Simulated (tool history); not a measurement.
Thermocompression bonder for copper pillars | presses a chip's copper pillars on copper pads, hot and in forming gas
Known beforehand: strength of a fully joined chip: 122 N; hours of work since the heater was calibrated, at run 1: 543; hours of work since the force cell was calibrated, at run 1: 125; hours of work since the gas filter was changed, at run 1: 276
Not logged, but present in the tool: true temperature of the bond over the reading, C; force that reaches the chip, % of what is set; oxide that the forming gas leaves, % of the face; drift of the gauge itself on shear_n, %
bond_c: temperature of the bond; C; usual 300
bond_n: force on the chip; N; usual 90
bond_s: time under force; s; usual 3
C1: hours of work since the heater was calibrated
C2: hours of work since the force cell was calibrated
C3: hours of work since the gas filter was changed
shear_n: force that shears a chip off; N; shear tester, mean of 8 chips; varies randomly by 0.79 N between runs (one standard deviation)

{"run": 1, "day": 0.0, "bond_c": 300, "bond_n": 90, "bond_s": 3, "C1": 543, "C2": 125, "C3": 276, "shear_n": 66.6}
{"run": 2, "day": 1.183, "bond_c": 300, "bond_n": 90, "bond_s": 3, "C1": 558, "C2": 141, "C3": 291, "shear_n": 64.8}
{"run": 3, "day": 3.758, "bond_c": 300, "bond_n": 90, "bond_s": 3, "C1": 592, "C2": 174, "C3": 325, "shear_n": 66.1}
{"run": 4, "day": 5.058, "bond_c": 300, "bond_n": 90, "bond_s": 3, "C1": 609, "C2": 191, "C3": 342, "shear_n": 65.4}
{"run": 5, "day": 6.175, "bond_c": 300, "bond_n": 90, "bond_s": 3, "C1": 624, "C2": 206, "C3": 356, "shear_n": 66}
{"run": 6, "day": 7.988, "bond_c": 300, "bond_n": 90, "bond_s": 4, "C1": 647, "C2": 229, "C3": 380, "shear_n": 70.9}
{"day": 10.012, "done": "heater calibrated with a thermocouple chip"}
{"run": 7, "day": 10.071, "bond_c": 300, "bond_n": 90, "bond_s": 4, "C1": 1, "C2": 256, "C3": 406, "shear_n": 72.7}
{"run": 8, "day": 11.425, "bond_c": 300, "bond_n": 90, "bond_s": 2, "C1": 18, "C2": 273, "C3": 424, "shear_n": 57}
{"day": 12.662, "done": "forming gas filter changed"}
{"run": 9, "day": 13.662, "bond_c": 300, "bond_n": 90, "bond_s": 3, "C1": 47, "C2": 302, "C3": 13, "shear_n": 66.1}
{"run": 10, "day": 15.238, "bond_c": 300, "bond_n": 90, "bond_s": 3, "C1": 68, "C2": 323, "C3": 34, "shear_n": 65}
{"run": 11, "day": 17.683, "bond_c": 300, "bond_n": 90, "bond_s": 3, "C1": 100, "C2": 355, "C3": 66, "shear_n": 66.4}
{"run": 12, "day": 19.088, "bond_c": 300, "bond_n": 90, "bond_s": 3, "C1": 118, "C2": 373, "C3": 84, "shear_n": 66}
{"run": 13, "day": 21.308, "bond_c": 326, "bond_n": 90, "bond_s": 3, "C1": 147, "C2": 402, "C3": 113, "shear_n": 81.4}
{"run": 14, "day": 23.658, "bond_c": 300, "bond_n": 90, "bond_s": 3, "C1": 178, "C2": 433, "C3": 144, "shear_n": 66.3}
{"run": 15, "day": 25.083, "bond_c": 300, "bond_n": 90, "bond_s": 3, "C1": 197, "C2": 451, "C3": 162, "shear_n": 65.1}
{"run": 16, "day": 26.229, "bond_c": 300, "bond_n": 90, "bond_s": 3, "C1": 212, "C2": 466, "C3": 177, "shear_n": 66.5}
{"run": 17, "day": 28.85, "bond_c": 282, "bond_n": 90, "bond_s": 7, "C1": 246, "C2": 501, "C3": 211, "shear_n": 71.9}
{"run": 18, "day": 30.462, "bond_c": 282, "bond_n": 90, "bond_s": 7, "C1": 267, "C2": 522, "C3": 233, "shear_n": 74}
{"run": 19, "day": 32.821, "bond_c": 282, "bond_n": 90, "bond_s": 7, "C1": 298, "C2": 552, "C3": 263, "shear_n": 72}
{"run": 20, "day": 34.233, "bond_c": 300, "bond_n": 123, "bond_s": 4, "C1": 316, "C2": 571, "C3": 282, "shear_n": 86.4}
{"run": 21, "day": 35.492, "bond_c": 292, "bond_n": 124, "bond_s": 3, "C1": 333, "C2": 587, "C3": 298, "shear_n": 75}
{"run": 22, "day": 36.746, "bond_c": 289, "bond_n": 81, "bond_s": 3, "C1": 349, "C2": 604, "C3": 315, "shear_n": 53.4}
{"run": 23, "day": 39.062, "bond_c": 289, "bond_n": 99, "bond_s": 2, "C1": 379, "C2": 634, "C3": 345, "shear_n": 53.2}
{"run": 24, "day": 40.371, "bond_c": 289, "bond_n": 126, "bond_s": 8, "C1": 396, "C2": 651, "C3": 362, "shear_n": 96.5}
{"run": 25, "day": 42.65, "bond_c": 281, "bond_n": 90, "bond_s": 3, "C1": 426, "C2": 681, "C3": 392, "shear_n": 54.3}
{"run": 26, "day": 44.254, "bond_c": 324, "bond_n": 72, "bond_s": 8, "C1": 447, "C2": 702, "C3": 413, "shear_n": 91.5}
{"day": 46.321, "done": "forming gas filter changed"}
{"run": 27, "day": 46.321, "bond_c": 324, "bond_n": 72, "bond_s": 8, "C1": 474, "C2": 729, "C3": 0, "shear_n": 91.1}
{"run": 28, "day": 48.933, "bond_c": 272, "bond_n": 69, "bond_s": 4, "C1": 508, "C2": 763, "C3": 34, "shear_n": 43.1}
{"run": 29, "day": 50.921, "bond_c": 272, "bond_n": 69, "bond_s": 4, "C1": 534, "C2": 789, "C3": 60, "shear_n": 43.9}

Selected run-to-run steps in shear_n, each split into two signed amounts: the part the tool would show with no hidden state at all (from settings, incoming material and random variation), and the remainder, which goes to the hidden state together with any gauge scatter not common to the measured and the hidden-state-free results:
Run 6 -> 7: heater calibrated with a thermocouple chip. shear_n +1.8 N: hidden state +0.4, all else +1.4.
Run 23 -> 24: bond_n 99 -> 126, bond_s 2 -> 8. shear_n +43.3 N: hidden state -0.3, all else +43.6.
Run 26 -> 27: forming gas filter changed. shear_n -0.4 N: hidden state +0.6, all else -1.
Run 27 -> 28: bond_c 324 -> 272, bond_n 72 -> 69, bond_s 8 -> 4. shear_n -48 N: hidden state +0, all else -48.
